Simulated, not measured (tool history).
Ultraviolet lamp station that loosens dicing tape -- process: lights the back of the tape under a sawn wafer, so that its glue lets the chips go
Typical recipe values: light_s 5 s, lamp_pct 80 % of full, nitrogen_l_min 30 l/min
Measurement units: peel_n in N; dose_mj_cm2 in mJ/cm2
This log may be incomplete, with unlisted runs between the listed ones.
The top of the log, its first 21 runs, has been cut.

run,hour,light_s,lamp_pct,nitrogen_l_min,peel_n,dose_mj_cm2
22,317.8,5,71,40,1.177,267
23,340.1,7,76,59,0.438,398
24,359.8,7,76,59,0.419,389
25,380.4,3,89,12,3.445,188
26,399.2,3,90,12,3.306,198
27,409.0,3,90,12,3.183,193
28,427.2,3,90,12,3.202,190
29,440.9,3,90,12,3.313,195
30,455.8,9,82,30,0.372,520
31,468.3,2,76,16,5.172,104
32,490.5,2,76,19,4.948,102
33,503.4,4,76,49,1.598,207
34,523.6,2,76,49,3.899,106
35,544.2,4,73,11,3.478,197
36,566.5,5,86,30,1.135,287
37,585.9,4,92,30,1.659,248

Branching from run 37: 3 alternative next runs. What would each branch give?
A,608.4,7,80,10,?,?
B,608.4,5,68,30,?,?
C,608.4,6,92,33,?,?

run,peel_n,dose_mj_cm2
A,1.480,368
B,1.818,231
C,0.674,361
Had the tool no hidden state, the same runs would have come out as:
run,peel_n,dose_mj_cm2
A,0.658,557
B,0.847,348
C,0.307,545

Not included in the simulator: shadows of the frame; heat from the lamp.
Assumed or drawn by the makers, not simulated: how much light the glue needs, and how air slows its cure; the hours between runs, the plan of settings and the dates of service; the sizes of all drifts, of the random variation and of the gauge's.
